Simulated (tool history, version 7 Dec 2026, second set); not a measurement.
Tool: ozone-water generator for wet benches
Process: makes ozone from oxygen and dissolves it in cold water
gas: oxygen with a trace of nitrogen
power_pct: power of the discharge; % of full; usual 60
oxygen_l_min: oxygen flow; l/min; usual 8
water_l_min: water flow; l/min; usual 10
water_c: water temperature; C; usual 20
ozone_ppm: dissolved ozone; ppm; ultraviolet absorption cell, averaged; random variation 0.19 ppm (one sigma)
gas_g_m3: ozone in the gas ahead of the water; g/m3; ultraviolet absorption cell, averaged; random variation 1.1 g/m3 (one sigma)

run	hour	power_pct	oxygen_l_min	water_l_min	water_c	ozone_ppm	gas_g_m3
1	0	60	8	10	20	26.1	193.8
2	57.5	60	8	10	20	26.3	192
3	90.4	60	8	10	20	26.1	190.9
4	127.1	60	8	10	20	26.5	192.7
5	171.5	60	8	7	20	32.8	192.3
6	229.8	60	8	7	20	33	193.3
7	271.9	60	10.45	7	20	30.8	167.3
8	321.7	60	10.45	7	20	30.3	169.5
9	375.6	91	8.3	8	19	41.5	255.7
10	424.7	49	7.48	15	15	17.7	168.4
11	471	41	7.15	10	20	19.9	154.4
12	499.3	41	7.15	12	20	17.4	152.3
13	526.6	91	5.18	7	15	55.4	318.2

Hidden state or all else? Some run-to-run changes of ozone_ppm, split into what the settings, what came in and random variation would give without the hidden state, and what is left for the hidden state (with any gauge scatter that isn't in both results):
The hidden state here: yield of the discharge, % of new electrodes'; contactor's efficiency, % of a clean one's; true water temperature over the reading, C; drift of the gauge itself on ozone_ppm, %; drift of the gauge itself on gas_g_m3, %.
Run 12 -> 13: power_pct 41 -> 91, oxygen_l_min 7.15 -> 5.18, water_l_min 12 -> 7, water_c 20 -> 15. ozone_ppm +38 ppm: hidden state -2.8, all else +40.8.
